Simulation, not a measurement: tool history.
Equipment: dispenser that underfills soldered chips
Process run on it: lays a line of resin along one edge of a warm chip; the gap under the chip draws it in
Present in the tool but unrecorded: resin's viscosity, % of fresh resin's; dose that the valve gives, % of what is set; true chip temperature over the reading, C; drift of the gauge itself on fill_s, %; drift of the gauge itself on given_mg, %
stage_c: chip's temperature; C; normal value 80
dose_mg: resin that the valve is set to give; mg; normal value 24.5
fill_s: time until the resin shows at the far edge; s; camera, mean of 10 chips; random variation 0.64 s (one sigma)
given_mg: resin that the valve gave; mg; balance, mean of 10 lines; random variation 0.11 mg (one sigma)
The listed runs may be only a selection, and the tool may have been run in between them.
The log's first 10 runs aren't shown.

| run | day | stage_c | dose_mg | hours of work since the syringe was changed | hours of work since the valve was cleaned | hours of work since the stage was calibrated | fill_s | given_mg |
|---|---|---|---|---|---|---|---|---|
|  | 3.921 | new syringe of resin |
| 11 | 4.208 | 80 | 30.5 | 5 | 66 | 238 | 80.7 | 28.72 |
|  | 4.262 | new syringe of resin |
|  | 4.638 | new syringe of resin |
| 12 | 4.729 | 80 | 30.5 | 2 | 74 | 247 | 64.6 | 28.65 |
|  | 5.017 | new syringe of resin |
| 13 | 5.262 | 80 | 30.5 | 4 | 83 | 256 | 76.6 | 28.44 |
|  | 5.383 | new syringe of resin |
|  | 5.767 | new syringe of resin |
| 14 | 5.85 | 80 | 30.5 | 1 | 93 | 266 | 64.3 | 28.05 |
|  | 6.112 | new syringe of resin |
| 15 | 6.321 | 80 | 30.5 | 4 | 101 | 274 | 74.4 | 28.12 |
|  | 6.4 | dispensing valve cleaned and set on the balance |
|  | 6.5 | new syringe of resin |
| 16 | 6.667 | 73 | 24.5 | 3 | 4 | 279 | 89.1 | 24.36 |
|  | 6.854 | new syringe of resin |
|  | 7.221 | new syringe of resin |
| 17 | 7.229 | 73 | 24.5 | 0 | 14 | 288 | 80.3 | 24.09 |
| 18 | 7.504 | 73 | 24.5 | 5 | 19 | 293 | 105.2 | 24.04 |
|  | 7.567 | new syringe of resin |
|  | 7.933 | new syringe of resin |
| 19 | 8.096 | 79 | 24.5 | 3 | 28 | 303 | 73.9 | 23.76 |
|  | 8.3 | new syringe of resin |
| 20 | 8.512 | 77 | 24 | 4 | 35 | 310 | 82.1 | 23.31 |
|  | 8.65 | new syringe of resin |
|  | 9.008 | new syringe of resin |
| 21 | 9.038 | 65 | 30.4 | 0 | 44 | 318 | 105.6 | 29.17 |
|  | 9.388 | new syringe of resin |
| 22 | 9.517 | 79 | 27 | 2 | 52 | 327 | 71.5 | 25.46 |
|  | 9.746 | new syringe of resin |
| 23 | 10 | 82 | 28.7 | 4 | 61 | 335 | 73.6 | 27.15 |
|  | 10.112 | new syringe of resin |
|  | 10.462 | new syringe of resin |
| 24 | 10.504 | 73 | 30.4 | 1 | 69 | 343 | 80.9 | 28.48 |
|  | 10.808 | new syringe of resin |
| 25 | 10.917 | 94 | 27.7 | 2 | 76 | 350 | 43.3 | 25.74 |
|  | 11.196 | new syringe of resin |
| 26 | 11.462 | 68 | 27.8 | 5 | 85 | 359 | 124.9 | 25.45 |
|  | 11.571 | new syringe of resin |
| 27 | 11.871 | 68 | 27.8 | 5 | 92 | 366 | 127.8 | 25.5 |
|  | 11.929 | new syringe of resin |
|  | 12.288 | new syringe of resin |
| 28 | 12.304 | 68 | 31.3 | 0 | 99 | 373 | 93.7 | 28.5 |
|  | 12.488 | dispensing valve cleaned and set on the balance |
|  | 12.675 | new syringe of resin |
| 29 | 12.883 | 72 | 25.5 | 4 | 7 | 383 | 100 | 25.5 |
|  | 13.054 | new syringe of resin |
| 30 | 13.208 | 91 | 22.9 | 3 | 12 | 388 | 50.2 | 22.57 |
|  | 13.412 | new syringe of resin |
| 31 | 13.675 | 75 | 28.8 | 5 | 20 | 396 | 97.9 | 28.05 |
|  | 13.788 | new syringe of resin |
| 32 | 14.067 | 77 | 22.6 | 5 | 27 | 403 | 89.9 | 22.15 |
|  | 14.15 | new syringe of resin |
|  | 14.508 | new syringe of resin |
| 33 | 14.633 | 77 | 22.6 | 2 | 36 | 412 | 81 | 21.9 |
|  | 14.862 | new syringe of resin |
| 34 | 15.138 | 95 | 25 | 5 | 45 | 421 | 50.8 | 23.95 |

Consider 4 possible next runs. They are alternatives, not a sequence: every one starts from the tool as it was left by run 34. What does each give?
|  | 15.233 | new syringe of resin |
| A | 15.446 | 73 | 25 | 4 | 50 | 426 | ? | ? |
|  | 15.233 | new syringe of resin |
| B | 15.446 | 90 | 26.4 | 4 | 50 | 426 | ? | ? |
|  | 15.233 | new syringe of resin |
| C | 15.446 | 87 | 24.5 | 4 | 50 | 426 | ? | ? |
|  | 15.233 | new syringe of resin |
| D | 15.446 | 84 | 25 | 4 | 50 | 426 | ? | ? |

| run | fill_s | given_mg |
|---|---|---|
| A | 98.9 | 23.8 |
| B | 56 | 25.11 |
| C | 61.9 | 23.26 |
| D | 67.8 | 23.64 |
What these runs would have given with no unlogged condition in the tool:
| run | fill_s | given_mg |
|---|---|---|
| A | 72.6 | 24.93 |
| B | 41.6 | 26.3 |
| C | 45.8 | 24.36 |
| D | 50.1 | 24.77 |
